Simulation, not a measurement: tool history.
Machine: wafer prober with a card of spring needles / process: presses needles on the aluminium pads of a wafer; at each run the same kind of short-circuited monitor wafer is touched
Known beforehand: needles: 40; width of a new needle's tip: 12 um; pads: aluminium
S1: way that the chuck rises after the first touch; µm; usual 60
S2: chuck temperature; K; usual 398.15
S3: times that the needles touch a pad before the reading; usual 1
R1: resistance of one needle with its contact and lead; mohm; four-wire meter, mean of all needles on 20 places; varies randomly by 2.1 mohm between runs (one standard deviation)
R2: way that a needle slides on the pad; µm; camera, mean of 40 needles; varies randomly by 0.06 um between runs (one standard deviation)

run	hour	S1	S2	S3	R1	R2
1	0	60	398.15	1	228	12.56
# hour 3.8: tips cleaned on abrasive film
2	15.5	60	398.15	1	226	12.5
3	29.4	60	398.15	1	224	12.65
# hour 35.8: tips cleaned on abrasive film
4	48	60	398.15	1	219	12.52
5	66.4	46	398.15	1	233	9.6
# hour 68.8: tips cleaned on abrasive film
6	86.9	46	398.15	1	228	9.57
# hour 102.5: tips cleaned on abrasive film
7	105.7	60	398.15	1	224	12.48
8	121.7	60	398.15	1	227	12.58
# hour 134.4: tips cleaned on abrasive film
9	145.8	60	398.15	1	226	12.57
10	163.5	60	398.15	1	227	12.48
# hour 168: tips cleaned on abrasive film
11	178.9	60	398.15	1	221	12.53
12	196.1	60	398.15	2	224	12.51
# hour 199.9: tips cleaned on abrasive film
13	217.1	60	398.15	1	223	12.44
# hour 231.9: tips cleaned on abrasive film
14	233.1	60	398.15	1	225	12.48
15	256.6	60	398.15	1	224	12.47

The next listed run, before its measurement:
# hour 264: tips cleaned on abrasive film
16	271	44	319.15	1	?	?

Logged for run 16: R1 209 mohm, R2 9.21 µm.
On a tool with no hidden condition, and with the same random variation, this run would have come out at R1 209 mohm, R2 9.22 µm.
